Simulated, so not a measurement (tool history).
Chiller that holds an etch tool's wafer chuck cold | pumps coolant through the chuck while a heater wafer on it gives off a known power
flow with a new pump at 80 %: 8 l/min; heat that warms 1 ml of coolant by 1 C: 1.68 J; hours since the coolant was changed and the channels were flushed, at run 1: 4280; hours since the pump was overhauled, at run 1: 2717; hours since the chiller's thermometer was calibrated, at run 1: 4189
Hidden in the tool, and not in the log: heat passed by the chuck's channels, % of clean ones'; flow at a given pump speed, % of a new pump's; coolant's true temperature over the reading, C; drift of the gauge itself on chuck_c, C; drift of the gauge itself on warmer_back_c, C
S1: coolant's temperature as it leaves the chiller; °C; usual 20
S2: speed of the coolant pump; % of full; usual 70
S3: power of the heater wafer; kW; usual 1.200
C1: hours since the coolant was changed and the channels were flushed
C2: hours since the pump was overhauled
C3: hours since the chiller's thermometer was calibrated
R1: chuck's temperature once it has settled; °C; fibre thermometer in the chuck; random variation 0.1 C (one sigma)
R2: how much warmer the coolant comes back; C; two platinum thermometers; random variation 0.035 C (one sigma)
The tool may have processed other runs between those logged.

run	hour	S1	S2	S3	C1	C2	C3	R1	R2
1	0.0	20	70	1.200	4280	2717	4189	33.0	6.52
2	79.1	20	70	1.200	4359	2796	4268	32.9	6.45
3	126.6	20	70	0.884	4407	2843	4315	29.7	4.77
4	209.1	20	70	0.884	4489	2926	4398	29.6	4.78
5	265.6	20	70	0.622	4546	2982	4455	26.6	3.41
6	339.1	20	70	0.622	4619	3056	4528	26.8	3.37
7	376.2	20	70	0.622	4656	3093	4565	26.8	3.35
8	410.3	20	70	0.622	4691	3127	4599	26.5	3.35
9	472.5	20	70	1.200	4753	3189	4661	33.5	6.52
# hour 509.4: coolant changed, channels flushed
10	529.6	20	70	1.200	20	3240	4712	32.3	6.53
11	600.6	20	100	1.200	91	3311	4784	28.9	4.39
# hour 610.6: coolant pump overhauled
12	685.2	20	81	1.662	171	75	4863	35.3	7.86
# hour 706.5: chiller's thermometer calibrated
# hour 758.6: coolant pump overhauled, once more
13	759.3	13	66	0.689	239	1	48	20.5	3.82

Forecast run 14:
14	834.5	20	64	1.611	314	76	123	?	?

R1: 37.7 °C
R2: 9.29 C
Take away the tool's hidden state, keep the run-to-run variation as it was, and the same run would have given R1 37.4 °C, R2 9.28 C.

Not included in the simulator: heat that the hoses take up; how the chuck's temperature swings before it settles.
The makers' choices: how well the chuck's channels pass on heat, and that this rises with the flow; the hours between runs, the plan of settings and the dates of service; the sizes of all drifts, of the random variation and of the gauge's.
